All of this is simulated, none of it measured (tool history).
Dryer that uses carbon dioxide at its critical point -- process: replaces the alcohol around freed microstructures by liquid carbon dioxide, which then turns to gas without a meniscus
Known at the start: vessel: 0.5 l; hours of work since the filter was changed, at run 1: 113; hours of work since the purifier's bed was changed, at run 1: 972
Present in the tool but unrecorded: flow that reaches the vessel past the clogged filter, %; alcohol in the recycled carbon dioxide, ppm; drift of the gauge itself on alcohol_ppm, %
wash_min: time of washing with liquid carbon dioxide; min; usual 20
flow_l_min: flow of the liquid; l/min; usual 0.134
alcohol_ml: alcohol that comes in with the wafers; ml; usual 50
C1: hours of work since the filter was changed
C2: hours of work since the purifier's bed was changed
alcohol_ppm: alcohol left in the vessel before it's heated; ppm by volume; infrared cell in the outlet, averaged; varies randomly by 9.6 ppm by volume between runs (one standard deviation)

run 1 hour=0.0 | wash_min=20 flow_l_min=0.134 alcohol_ml=50 | C1=113 C2=972 | alcohol_ppm=1104
run 2 hour=29.5 | wash_min=20 flow_l_min=0.134 alcohol_ml=54 | C1=128 C2=987 | alcohol_ppm=1256
-- hour=96.2 inlet filter changed
run 3 hour=98.4 | wash_min=20 flow_l_min=0.134 alcohol_ml=54 | C1=1 C2=1021 | alcohol_ppm=804
run 4 hour=130.7 | wash_min=20 flow_l_min=0.134 alcohol_ml=54 | C1=17 C2=1037 | alcohol_ppm=864
run 5 hour=198.9 | wash_min=20 flow_l_min=0.134 alcohol_ml=54 | C1=51 C2=1072 | alcohol_ppm=963
run 6 hour=233.2 | wash_min=20 flow_l_min=0.134 alcohol_ml=54 | C1=69 C2=1089 | alcohol_ppm=1022
run 7 hour=285.9 | wash_min=20 flow_l_min=0.134 alcohol_ml=54 | C1=95 C2=1115 | alcohol_ppm=1149
run 8 hour=343.4 | wash_min=20 flow_l_min=0.134 alcohol_ml=54 | C1=124 C2=1144 | alcohol_ppm=1281
run 9 hour=373.5 | wash_min=20 flow_l_min=0.134 alcohol_ml=50 | C1=139 C2=1159 | alcohol_ppm=1285
-- hour=417.2 inlet filter changed
run 10 hour=422.2 | wash_min=20 flow_l_min=0.134 alcohol_ml=50 | C1=2 C2=1183 | alcohol_ppm=794
run 11 hour=465.6 | wash_min=20 flow_l_min=0.134 alcohol_ml=50 | C1=24 C2=1205 | alcohol_ppm=859
run 12 hour=516.1 | wash_min=13 flow_l_min=0.179 alcohol_ml=109 | C1=50 C2=1230 | alcohol_ppm=3036
run 13 hour=560.5 | wash_min=20 flow_l_min=0.127 alcohol_ml=116 | C1=72 C2=1253 | alcohol_ppm=2509
run 14 hour=592.8 | wash_min=20 flow_l_min=0.168 alcohol_ml=116 | C1=88 C2=1269 | alcohol_ppm=817
-- hour=644.3 purifier's bed changed
run 15 hour=662.3 | wash_min=22 flow_l_min=0.179 alcohol_ml=23 | C1=121 C2=9 | alcohol_ppm=45
run 16 hour=710.5 | wash_min=22 flow_l_min=0.179 alcohol_ml=23 | C1=146 C2=33 | alcohol_ppm=65
-- hour=739.1 inlet filter changed
run 17 hour=750.7 | wash_min=20 flow_l_min=0.134 alcohol_ml=37 | C1=6 C2=53 | alcohol_ppm=435
run 18 hour=815.0 | wash_min=30 flow_l_min=0.134 alcohol_ml=84 | C1=38 C2=85 | alcohol_ppm=115
run 19 hour=852.2 | wash_min=32 flow_l_min=0.155 alcohol_ml=68 | C1=57 C2=104 | alcohol_ppm=43
run 20 hour=905.0 | wash_min=12 flow_l_min=0.155 alcohol_ml=86 | C1=83 C2=130 | alcohol_ppm=6128
run 21 hour=973.4 | wash_min=12 flow_l_min=0.155 alcohol_ml=86 | C1=118 C2=165 | alcohol_ppm=6652
run 22 hour=1007.1 | wash_min=20 flow_l_min=0.134 alcohol_ml=46 | C1=134 C2=181 | alcohol_ppm=1016

Below are 3 alternative next runs, each starting from the tool's condition after run 22. Predict each:
-- hour=1057.4 inlet filter changed
run A hour=1078.1 | wash_min=17 flow_l_min=0.103 alcohol_ml=65 | C1=10 C2=217 | alcohol_ppm=?
-- hour=1057.4 inlet filter changed
run B hour=1078.1 | wash_min=19 flow_l_min=0.180 alcohol_ml=26 | C1=10 C2=217 | alcohol_ppm=?
-- hour=1057.4 inlet filter changed
run C hour=1078.1 | wash_min=20 flow_l_min=0.134 alcohol_ml=50 | C1=10 C2=217 | alcohol_ppm=?

run=A alcohol_ppm=4653
run=B alcohol_ppm=113
run=C alcohol_ppm=637
With no hidden state in the tool, these same runs would have given:
run=A alcohol_ppm=4396
run=B alcohol_ppm=62
run=C alcohol_ppm=551
